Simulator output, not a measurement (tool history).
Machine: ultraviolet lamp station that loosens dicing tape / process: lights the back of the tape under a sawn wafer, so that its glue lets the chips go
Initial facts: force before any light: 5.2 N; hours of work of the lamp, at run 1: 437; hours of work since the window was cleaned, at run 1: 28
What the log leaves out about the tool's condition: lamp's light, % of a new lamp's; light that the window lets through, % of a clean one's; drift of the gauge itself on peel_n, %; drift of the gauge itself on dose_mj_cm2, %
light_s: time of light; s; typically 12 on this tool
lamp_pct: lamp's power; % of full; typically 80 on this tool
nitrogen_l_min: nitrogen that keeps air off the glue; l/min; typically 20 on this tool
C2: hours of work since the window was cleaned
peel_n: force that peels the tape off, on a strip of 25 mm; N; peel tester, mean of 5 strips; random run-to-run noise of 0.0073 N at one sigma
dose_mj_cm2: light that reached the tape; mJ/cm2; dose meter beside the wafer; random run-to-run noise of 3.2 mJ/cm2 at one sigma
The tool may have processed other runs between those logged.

run 1 day=0.000 | light_s=12 lamp_pct=80 nitrogen_l_min=20 | hours_of_work_of_the_lamp=437 C2=28 | peel_n=0.352 dose_mj_cm2=466
run 2 day=2.375 | light_s=12 lamp_pct=80 nitrogen_l_min=20 | hours_of_work_of_the_lamp=462 C2=53 | peel_n=0.361 dose_mj_cm2=459
run 3 day=4.333 | light_s=12 lamp_pct=79 nitrogen_l_min=20 | hours_of_work_of_the_lamp=483 C2=74 | peel_n=0.359 dose_mj_cm2=445
run 4 day=6.600 | light_s=12 lamp_pct=80 nitrogen_l_min=20 | hours_of_work_of_the_lamp=507 C2=98 | peel_n=0.372 dose_mj_cm2=443
run 5 day=8.900 | light_s=12 lamp_pct=72 nitrogen_l_min=20 | hours_of_work_of_the_lamp=532 C2=122 | peel_n=0.493 dose_mj_cm2=399
run 6 day=11.246 | light_s=12 lamp_pct=72 nitrogen_l_min=20 | hours_of_work_of_the_lamp=556 C2=147 | peel_n=0.513 dose_mj_cm2=399
run 7 day=12.925 | light_s=12 lamp_pct=80 nitrogen_l_min=20 | hours_of_work_of_the_lamp=574 C2=165 | peel_n=0.412 dose_mj_cm2=436
run 8 day=14.246 | light_s=12 lamp_pct=80 nitrogen_l_min=20 | hours_of_work_of_the_lamp=588 C2=179 | peel_n=0.404 dose_mj_cm2=433
run 9 day=16.888 | light_s=12 lamp_pct=80 nitrogen_l_min=20 | hours_of_work_of_the_lamp=616 C2=207 | peel_n=0.418 dose_mj_cm2=428
run 10 day=18.912 | light_s=12 lamp_pct=80 nitrogen_l_min=20 | hours_of_work_of_the_lamp=638 C2=229 | peel_n=0.416 dose_mj_cm2=418
run 11 day=21.521 | light_s=12 lamp_pct=97 nitrogen_l_min=20 | hours_of_work_of_the_lamp=665 C2=256 | peel_n=0.274 dose_mj_cm2=506
run 12 day=22.792 | light_s=12 lamp_pct=97 nitrogen_l_min=20 | hours_of_work_of_the_lamp=679 C2=270 | peel_n=0.306 dose_mj_cm2=509
run 13 day=24.367 | light_s=12 lamp_pct=97 nitrogen_l_min=20 | hours_of_work_of_the_lamp=695 C2=286 | peel_n=0.280 dose_mj_cm2=498
-- day=24.567 window cleaned of glue's vapour
run 14 day=25.854 | light_s=12 lamp_pct=97 nitrogen_l_min=20 | hours_of_work_of_the_lamp=711 C2=14 | peel_n=0.317 dose_mj_cm2=473
run 15 day=27.838 | light_s=12 lamp_pct=97 nitrogen_l_min=20 | hours_of_work_of_the_lamp=732 C2=35 | peel_n=0.320 dose_mj_cm2=470
run 16 day=30.162 | light_s=12 lamp_pct=97 nitrogen_l_min=20 | hours_of_work_of_the_lamp=756 C2=59 | peel_n=0.336 dose_mj_cm2=461
run 17 day=32.671 | light_s=12 lamp_pct=97 nitrogen_l_min=20 | hours_of_work_of_the_lamp=783 C2=86 | peel_n=0.353 dose_mj_cm2=454
run 18 day=33.929 | light_s=14 lamp_pct=97 nitrogen_l_min=20 | hours_of_work_of_the_lamp=796 C2=99 | peel_n=0.245 dose_mj_cm2=523
run 19 day=36.325 | light_s=14 lamp_pct=97 nitrogen_l_min=20 | hours_of_work_of_the_lamp=822 C2=124 | peel_n=0.259 dose_mj_cm2=527
-- day=37.229 window cleaned of glue's vapour, once more
run 20 day=39.138 | light_s=12 lamp_pct=80 nitrogen_l_min=20 | hours_of_work_of_the_lamp=851 C2=20 | peel_n=0.414 dose_mj_cm2=433
run 21 day=41.921 | light_s=12 lamp_pct=80 nitrogen_l_min=20 | hours_of_work_of_the_lamp=881 C2=50 | peel_n=0.413 dose_mj_cm2=431
run 22 day=43.071 | light_s=12 lamp_pct=65 nitrogen_l_min=20 | hours_of_work_of_the_lamp=893 C2=62 | peel_n=0.651 dose_mj_cm2=343
run 23 day=45.458 | light_s=14 lamp_pct=98 nitrogen_l_min=12 | hours_of_work_of_the_lamp=918 C2=87 | peel_n=0.299 dose_mj_cm2=605
run 24 day=46.617 | light_s=6 lamp_pct=80 nitrogen_l_min=22 | hours_of_work_of_the_lamp=930 C2=99 | peel_n=1.388 dose_mj_cm2=207
run 25 day=48.708 | light_s=19 lamp_pct=91 nitrogen_l_min=34 | hours_of_work_of_the_lamp=953 C2=122 | peel_n=0.073 dose_mj_cm2=739
run 26 day=50.096 | light_s=20 lamp_pct=91 nitrogen_l_min=22 | hours_of_work_of_the_lamp=967 C2=136 | peel_n=0.088 dose_mj_cm2=776
run 27 day=51.700 | light_s=20 lamp_pct=72 nitrogen_l_min=16 | hours_of_work_of_the_lamp=984 C2=153 | peel_n=0.207 dose_mj_cm2=617
run 28 day=53.425 | light_s=8 lamp_pct=72 nitrogen_l_min=16 | hours_of_work_of_the_lamp=1003 C2=171 | peel_n=1.325 dose_mj_cm2=242
run 29 day=55.225 | light_s=7 lamp_pct=80 nitrogen_l_min=12 | hours_of_work_of_the_lamp=1022 C2=191 | peel_n=1.612 dose_mj_cm2=235
run 30 day=56.583 | light_s=7 lamp_pct=89 nitrogen_l_min=11 | hours_of_work_of_the_lamp=1036 C2=205 | peel_n=1.558 dose_mj_cm2=256
run 31 day=58.842 | light_s=13 lamp_pct=93 nitrogen_l_min=20 | hours_of_work_of_the_lamp=1060 C2=229 | peel_n=0.295 dose_mj_cm2=492
run 32 day=61.317 | light_s=13 lamp_pct=93 nitrogen_l_min=20 | hours_of_work_of_the_lamp=1086 C2=255 | peel_n=0.306 dose_mj_cm2=490
run 33 day=63.904 | light_s=15 lamp_pct=80 nitrogen_l_min=20 | hours_of_work_of_the_lamp=1114 C2=282 | peel_n=0.338 dose_mj_cm2=476
run 34 day=66.229 | light_s=15 lamp_pct=80 nitrogen_l_min=20 | hours_of_work_of_the_lamp=1138 C2=307 | peel_n=0.324 dose_mj_cm2=466
run 35 day=68.246 | light_s=11 lamp_pct=72 nitrogen_l_min=7 | hours_of_work_of_the_lamp=1159 C2=328 | peel_n=1.552 dose_mj_cm2=309
run 36 day=69.671 | light_s=12 lamp_pct=80 nitrogen_l_min=10 | hours_of_work_of_the_lamp=1175 C2=344 | peel_n=0.952 dose_mj_cm2=368
run 37 day=71.575 | light_s=12 lamp_pct=80 nitrogen_l_min=10 | hours_of_work_of_the_lamp=1195 C2=364 | peel_n=0.987 dose_mj_cm2=364
run 38 day=73.850 | light_s=7 lamp_pct=69 nitrogen_l_min=18 | hours_of_work_of_the_lamp=1219 C2=388 | peel_n=1.772 dose_mj_cm2=183
run 39 day=75.704 | light_s=12 lamp_pct=99 nitrogen_l_min=7 | hours_of_work_of_the_lamp=1238 C2=407 | peel_n=0.933 dose_mj_cm2=444
run 40 day=78.250 | light_s=12 lamp_pct=99 nitrogen_l_min=7 | hours_of_work_of_the_lamp=1265 C2=434 | peel_n=0.915 dose_mj_cm2=439
run 41 day=80.221 | light_s=12 lamp_pct=99 nitrogen_l_min=7 | hours_of_work_of_the_lamp=1286 C2=455 | peel_n=0.974 dose_mj_cm2=430
run 42 day=81.479 | light_s=8 lamp_pct=80 nitrogen_l_min=35 | hours_of_work_of_the_lamp=1300 C2=469 | peel_n=0.931 dose_mj_cm2=233
run 43 day=83.642 | light_s=12 lamp_pct=62 nitrogen_l_min=10 | hours_of_work_of_the_lamp=1323 C2=491 | peel_n=1.558 dose_mj_cm2=265

Here are 4 independent what-if runs from the current tool condition. What would each one return?
run A day=85.062 | light_s=12 lamp_pct=67 nitrogen_l_min=10 | hours_of_work_of_the_lamp=1338 C2=507 | peel_n=? dose_mj_cm2=?
run B day=85.062 | light_s=12 lamp_pct=80 nitrogen_l_min=16 | hours_of_work_of_the_lamp=1338 C2=507 | peel_n=? dose_mj_cm2=?
run C day=85.062 | light_s=13 lamp_pct=62 nitrogen_l_min=13 | hours_of_work_of_the_lamp=1338 C2=507 | peel_n=? dose_mj_cm2=?
run D day=85.062 | light_s=14 lamp_pct=62 nitrogen_l_min=10 | hours_of_work_of_the_lamp=1338 C2=507 | peel_n=? dose_mj_cm2=?

run=A peel_n=1.402 dose_mj_cm2=287
run=B peel_n=0.830 dose_mj_cm2=342
run=C peel_n=1.178 dose_mj_cm2=285
run=D peel_n=1.286 dose_mj_cm2=309
Stripped of hidden state, with their random variation kept, the same runs would have yielded:
run=A peel_n=0.745 dose_mj_cm2=432
run=B peel_n=0.351 dose_mj_cm2=514
run=C peel_n=0.584 dose_mj_cm2=430
run=D peel_n=0.648 dose_mj_cm2=465
